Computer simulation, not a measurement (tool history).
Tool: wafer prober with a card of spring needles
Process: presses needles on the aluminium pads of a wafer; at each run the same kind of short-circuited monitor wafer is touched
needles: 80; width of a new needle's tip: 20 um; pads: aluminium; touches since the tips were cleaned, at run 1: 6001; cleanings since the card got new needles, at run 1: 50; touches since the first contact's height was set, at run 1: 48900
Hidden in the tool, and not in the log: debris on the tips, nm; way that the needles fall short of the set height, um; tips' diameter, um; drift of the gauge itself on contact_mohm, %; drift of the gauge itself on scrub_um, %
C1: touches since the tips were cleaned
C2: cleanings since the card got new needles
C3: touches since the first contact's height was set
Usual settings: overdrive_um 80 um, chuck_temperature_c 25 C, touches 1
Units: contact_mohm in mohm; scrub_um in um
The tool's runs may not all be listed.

{"run": 1, "hour": 0.0, "overdrive_um": 80, "chuck_temperature_c": 25, "touches": 1, "C1": 6001, "C2": 50, "C3": 48900, "contact_mohm": 153, "scrub_um": 20.49}
{"hour": 2.0, "done": "tips cleaned on abrasive film"}
{"run": 2, "hour": 13.7, "overdrive_um": 74, "chuck_temperature_c": 25, "touches": 1, "C1": 6029, "C2": 51, "C3": 55926, "contact_mohm": 155, "scrub_um": 19}
{"hour": 15.5, "done": "tips cleaned on abrasive film"}
{"hour": 29.3, "done": "tips cleaned on abrasive film"}
{"run": 3, "hour": 29.9, "overdrive_um": 74, "chuck_temperature_c": 25, "touches": 1, "C1": 323, "C2": 53, "C3": 64245, "contact_mohm": 146, "scrub_um": 18.97}
{"hour": 42.5, "done": "tips cleaned on abrasive film"}
{"run": 4, "hour": 50.4, "overdrive_um": 87, "chuck_temperature_c": 25, "touches": 1, "C1": 4124, "C2": 54, "C3": 74833, "contact_mohm": 149, "scrub_um": 22.29}
{"hour": 56.0, "done": "tips cleaned on abrasive film"}
{"hour": 58.8, "done": "height of the first contact set anew"}
{"hour": 70.7, "done": "tips cleaned on abrasive film"}
{"run": 5, "hour": 74.2, "overdrive_um": 87, "chuck_temperature_c": 25, "touches": 1, "C1": 1807, "C2": 56, "C3": 7924, "contact_mohm": 152, "scrub_um": 22.38}
{"hour": 84.7, "done": "tips cleaned on abrasive film"}
{"run": 6, "hour": 97.2, "overdrive_um": 87, "chuck_temperature_c": 25, "touches": 1, "C1": 6480, "C2": 57, "C3": 19798, "contact_mohm": 148, "scrub_um": 22.31}
{"hour": 99.5, "done": "tips cleaned on abrasive film"}
{"hour": 113.4, "done": "tips cleaned on abrasive film"}
{"run": 7, "hour": 117.2, "overdrive_um": 80, "chuck_temperature_c": 37, "touches": 1, "C1": 1987, "C2": 59, "C3": 30100, "contact_mohm": 153, "scrub_um": 20.53}
{"hour": 127.3, "done": "tips cleaned on abrasive film"}
{"run": 8, "hour": 128.2, "overdrive_um": 80, "chuck_temperature_c": 37, "touches": 1, "C1": 434, "C2": 60, "C3": 35720, "contact_mohm": 154, "scrub_um": 20.43}
{"hour": 140.7, "done": "tips cleaned on abrasive film"}
{"run": 9, "hour": 150.5, "overdrive_um": 80, "chuck_temperature_c": 37, "touches": 1, "C1": 5094, "C2": 61, "C3": 47247, "contact_mohm": 152, "scrub_um": 20.56}
{"hour": 154.0, "done": "tips cleaned on abrasive film"}
{"hour": 168.5, "done": "tips cleaned on abrasive film"}
{"run": 10, "hour": 168.5, "overdrive_um": 80, "chuck_temperature_c": 37, "touches": 1, "C1": 0, "C2": 63, "C3": 56479, "contact_mohm": 153, "scrub_um": 20.49}
{"run": 11, "hour": 178.7, "overdrive_um": 80, "chuck_temperature_c": 37, "touches": 1, "C1": 5259, "C2": 63, "C3": 61738, "contact_mohm": 151, "scrub_um": 20.59}
{"hour": 182.1, "done": "tips cleaned on abrasive film"}
{"run": 12, "hour": 194.8, "overdrive_um": 80, "chuck_temperature_c": 25, "touches": 1, "C1": 6577, "C2": 64, "C3": 70075, "contact_mohm": 150, "scrub_um": 20.56}
{"hour": 196.6, "done": "tips cleaned on abrasive film"}
{"hour": 209.7, "done": "tips cleaned on abrasive film"}
{"hour": 212.3, "done": "height of the first contact set anew"}
{"run": 13, "hour": 215.5, "overdrive_um": 80, "chuck_temperature_c": 25, "touches": 1, "C1": 2834, "C2": 66, "C3": 1643, "contact_mohm": 150, "scrub_um": 20.52}
{"hour": 224.2, "done": "tips cleaned on abrasive film"}
{"run": 14, "hour": 226.4, "overdrive_um": 80, "chuck_temperature_c": 25, "touches": 1, "C1": 1153, "C2": 67, "C3": 7272, "contact_mohm": 152, "scrub_um": 20.41}
{"hour": 237.1, "done": "tips cleaned on abrasive film"}
{"run": 15, "hour": 248.0, "overdrive_um": 80, "chuck_temperature_c": 25, "touches": 1, "C1": 5653, "C2": 68, "C3": 18381, "contact_mohm": 152, "scrub_um": 20.6}
{"hour": 250.4, "done": "tips cleaned on abrasive film"}
{"hour": 265.1, "done": "tips cleaned on abrasive film"}
{"run": 16, "hour": 267.9, "overdrive_um": 80, "chuck_temperature_c": 25, "touches": 1, "C1": 1474, "C2": 70, "C3": 28611, "contact_mohm": 150, "scrub_um": 20.51}
{"hour": 278.1, "done": "tips cleaned on abrasive film"}
{"hour": 291.7, "done": "tips cleaned on abrasive film"}
{"run": 17, "hour": 291.7, "overdrive_um": 74, "chuck_temperature_c": 25, "touches": 1, "C1": 0, "C2": 72, "C3": 40839, "contact_mohm": 152, "scrub_um": 18.98}
{"hour": 305.7, "done": "tips cleaned on abrasive film"}
{"run": 18, "hour": 308.8, "overdrive_um": 60, "chuck_temperature_c": 40, "touches": 1, "C1": 1589, "C2": 73, "C3": 49651, "contact_mohm": 157, "scrub_um": 15.39}
{"hour": 319.5, "done": "tips cleaned on abrasive film"}
{"hour": 333.4, "done": "tips cleaned on abrasive film"}
{"run": 19, "hour": 333.4, "overdrive_um": 60, "chuck_temperature_c": 40, "touches": 1, "C1": 0, "C2": 75, "C3": 62296, "contact_mohm": 157, "scrub_um": 15.37}

Forecast run 20:
{"hour": 347.4, "done": "tips cleaned on abrasive film"}
{"run": 20, "hour": 350.9, "overdrive_um": 60, "chuck_temperature_c": 34, "touches": 3, "C1": 1848, "C2": 76, "C3": 71350, "contact_mohm": "?", "scrub_um": "?"}

{"run 20": {"contact_mohm": 158, "scrub_um": 15.41}}
Without the tool's hidden state the same run would have given contact_mohm 158 mohm, scrub_um 15.41 um.

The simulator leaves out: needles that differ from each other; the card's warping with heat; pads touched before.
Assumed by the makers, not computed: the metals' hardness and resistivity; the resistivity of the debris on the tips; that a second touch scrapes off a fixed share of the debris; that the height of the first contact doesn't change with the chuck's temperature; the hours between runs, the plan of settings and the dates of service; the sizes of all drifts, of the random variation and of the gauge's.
